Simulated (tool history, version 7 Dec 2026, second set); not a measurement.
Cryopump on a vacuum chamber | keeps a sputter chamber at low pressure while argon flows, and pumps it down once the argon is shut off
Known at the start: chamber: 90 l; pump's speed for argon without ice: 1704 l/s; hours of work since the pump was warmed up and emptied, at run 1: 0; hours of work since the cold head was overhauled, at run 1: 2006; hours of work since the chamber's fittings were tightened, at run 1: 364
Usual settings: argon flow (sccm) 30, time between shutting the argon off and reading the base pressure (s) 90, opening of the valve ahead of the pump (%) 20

| run | hour | argon flow (sccm) | time between shutting the argon off and reading the base pressure (s) | opening of the valve ahead of the pump (%) | hours of work since the pump was warmed up and emptied | hours of work since the cold head was overhauled | hours of work since the chamber's fittings were tightened | pressure while argon flows (Pa) | pressure after the wait (uPa) |
|---|---|---|---|---|---|---|---|---|---|
| 1 | 0.0 | 30 | 90 | 20 | 0 | 2006 | 364 | 0.1489 | 0.78 |
| 2 | 73.8 | 30 | 90 | 20 | 54 | 2061 | 418 | 0.1510 | 0.84 |
| 3 | 138.7 | 30 | 90 | 20 | 102 | 2108 | 466 | 0.1517 | 0.91 |
| 4 | 213.5 | 30 | 90 | 20 | 157 | 2163 | 521 | 0.1507 | 0.92 |
| 5 | 284.0 | 30 | 90 | 20 | 209 | 2215 | 573 | 0.1495 | 0.99 |
| 6 | 386.9 | 30 | 90 | 20 | 285 | 2291 | 649 | 0.1514 | 1.05 |
| 7 | 451.3 | 30 | 90 | 20 | 332 | 2338 | 696 | 0.1500 | 1.09 |
| 8 | 550.6 | 30 | 90 | 20 | 405 | 2412 | 769 | 0.1517 | 1.19 |
| 9 | 637.7 | 30 | 90 | 20 | 469 | 2476 | 833 | 0.1512 | 1.21 |
| 10 | 716.1 | 30 | 90 | 20 | 527 | 2533 | 891 | 0.1521 | 1.30 |
| 11 | 824.8 | 33 | 90 | 20 | 607 | 2613 | 971 | 0.1691 | 1.35 |
| 12 | 900.9 | 30 | 90 | 20 | 663 | 2669 | 1027 | 0.1543 | 1.41 |
| 13 | 980.5 | 30 | 134 | 20 | 722 | 2728 | 1086 | 0.1534 | 1.36 |
| 14 | 1094.7 | 30 | 134 | 20 | 806 | 2812 | 1170 | 0.1550 | 1.47 |
| 15 | 1179.9 | 30 | 134 | 20 | 869 | 2875 | 1232 | 0.1561 | 1.54 |
| 16 | 1264.5 | 30 | 134 | 20 | 931 | 2937 | 1295 | 0.1574 | 1.67 |
|  | 1289.8 | pump warmed up, emptied and cooled again |
| 17 | 1320.2 | 30 | 134 | 20 | 22 | 2974 | 1332 | 0.1489 | 1.42 |
| 18 | 1438.2 | 30 | 214 | 20 | 109 | 3061 | 1419 | 0.1500 | 1.40 |
| 19 | 1559.9 | 30 | 214 | 20 | 199 | 3151 | 1508 | 0.1517 | 1.51 |
| 20 | 1612.8 | 21 | 244 | 31 | 238 | 3190 | 1547 | 0.0689 | 1.53 |
| 21 | 1732.0 | 21 | 244 | 31 | 325 | 3277 | 1635 | 0.0688 | 1.56 |
| 22 | 1807.9 | 21 | 244 | 31 | 381 | 3333 | 1691 | 0.0685 | 1.68 |
| 23 | 1868.7 | 30 | 25 | 20 | 426 | 3378 | 1736 | 0.1516 | 2.65 |
| 24 | 1979.9 | 30 | 25 | 20 | 508 | 3460 | 1818 | 0.1510 | 2.65 |
| 25 | 2092.7 | 30 | 25 | 20 | 591 | 3543 | 1901 | 0.1530 | 2.78 |
| 26 | 2174.7 | 51 | 25 | 22 | 651 | 3603 | 1961 | 0.2355 | 2.86 |
| 27 | 2236.6 | 51 | 25 | 22 | 697 | 3649 | 2007 | 0.2398 | 2.99 |
| 28 | 2357.4 | 51 | 25 | 22 | 786 | 3738 | 2095 | 0.2405 | 3.13 |
| 29 | 2472.8 | 29 | 120 | 18 | 871 | 3823 | 2180 | 0.1638 | 2.40 |
| 30 | 2560.3 | 29 | 120 | 18 | 935 | 3887 | 2245 | 0.1663 | 2.49 |
|  | 2582.5 | pump warmed up, emptied and cooled again |
| 31 | 2636.3 | 29 | 65 | 18 | 40 | 3939 | 2297 | 0.1614 | 2.31 |

Forecast each of these 5 alternatives for the next run:
| A | 2733.8 | 12 | 148 | 18 | 111 | 4011 | 2369 | ? | ? |
| B | 2733.8 | 19 | 21 | 23 | 111 | 4011 | 2369 | ? | ? |
| C | 2733.8 | 46 | 205 | 18 | 111 | 4011 | 2369 | ? | ? |
| D | 2733.8 | 15 | 53 | 20 | 111 | 4011 | 2369 | ? | ? |
| E | 2733.8 | 29 | 235 | 18 | 111 | 4011 | 2369 | ? | ? |

| run | pressure while argon flows (Pa) | pressure after the wait (uPa) |
|---|---|---|
| A | 0.0667 | 2.20 |
| B | 0.0825 | 3.25 |
| C | 0.2556 | 2.12 |
| D | 0.0754 | 2.44 |
| E | 0.1613 | 2.11 |
Without the tool's hidden state the same runs would have given:
| run | pressure while argon flows (Pa) | pressure after the wait (uPa) |
|---|---|---|
| A | 0.0661 | 0.35 |
| B | 0.0814 | 1.39 |
| C | 0.2531 | 0.27 |
| D | 0.0745 | 0.64 |
| E | 0.1597 | 0.30 |

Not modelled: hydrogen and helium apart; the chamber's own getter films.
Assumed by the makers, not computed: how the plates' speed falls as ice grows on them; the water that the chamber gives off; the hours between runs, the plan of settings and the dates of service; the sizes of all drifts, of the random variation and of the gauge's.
